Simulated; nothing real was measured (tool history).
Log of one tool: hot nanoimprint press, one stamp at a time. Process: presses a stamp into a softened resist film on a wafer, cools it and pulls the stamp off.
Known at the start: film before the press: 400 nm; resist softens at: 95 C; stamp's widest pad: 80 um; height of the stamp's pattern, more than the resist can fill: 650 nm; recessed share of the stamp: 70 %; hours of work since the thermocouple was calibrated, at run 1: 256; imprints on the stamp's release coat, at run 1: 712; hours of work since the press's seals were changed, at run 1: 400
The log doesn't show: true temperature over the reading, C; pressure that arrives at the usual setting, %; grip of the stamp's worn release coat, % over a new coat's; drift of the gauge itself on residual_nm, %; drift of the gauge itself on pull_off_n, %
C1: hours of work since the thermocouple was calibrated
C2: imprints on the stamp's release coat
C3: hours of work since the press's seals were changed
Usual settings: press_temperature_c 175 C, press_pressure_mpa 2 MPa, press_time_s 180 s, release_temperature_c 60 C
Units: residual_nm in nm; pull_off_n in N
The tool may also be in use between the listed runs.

Run 1, day 0: usual settings; C1 256; C2 712; C3 400. Result: residual_nm 200.3 nm, pull_off_n 156 N.
Run 2, day 0.392: usual settings; C1 261; C2 738; C3 404. Result: residual_nm 202.1 nm, pull_off_n 157 N.
Run 3, day 1.292: usual settings but press_time_s 175 s; C1 271; C2 796; C3 415. Result: residual_nm 200.3 nm, pull_off_n 150 N.
Run 4, day 1.85: usual settings but press_time_s 175 s; C1 277; C2 833; C3 421. Result: residual_nm 202.8 nm, pull_off_n 153 N.
Run 5, day 2.579: usual settings but press_time_s 175 s; C1 286; C2 880; C3 430. Result: residual_nm 201.3 nm, pull_off_n 155 N.
Run 6, day 3.446: usual settings but press_temperature_c 186 C, press_time_s 175 s; C1 296; C2 936; C3 440. Result: residual_nm 133.1 nm, pull_off_n 159 N.
Run 7, day 4.054: usual settings but press_temperature_c 186 C, press_time_s 175 s; C1 303; C2 976; C3 447. Result: residual_nm 133.4 nm, pull_off_n 158 N.
Run 8, day 4.812: usual settings but press_temperature_c 186 C, press_time_s 175 s; C1 312; C2 1025; C3 455. Result: residual_nm 135.2 nm, pull_off_n 161 N.
Run 9, day 5.288: usual settings but press_temperature_c 186 C, press_pressure_mpa 1.82 MPa, press_time_s 175 s, release_temperature_c 65 C; C1 317; C2 1056; C3 461. Result: residual_nm 139.9 nm, pull_off_n 139 N.
Run 10, day 5.904: usual settings but press_temperature_c 177 C, press_time_s 233 s; C1 324; C2 1096; C3 468. Result: residual_nm 167.3 nm, pull_off_n 161 N.

The next listed run, before its measurement:
Run 11, day 6.671: usual settings but press_temperature_c 177 C, press_time_s 233 s; C1 333; C2 1146; C3 477. Result: residual_nm ?, pull_off_n ?.

Run 11 gave residual_nm 166.9 nm, pull_off_n 155 N.
Without the tool's hidden state the same run would have given residual_nm 166.8 nm, pull_off_n 154 N.
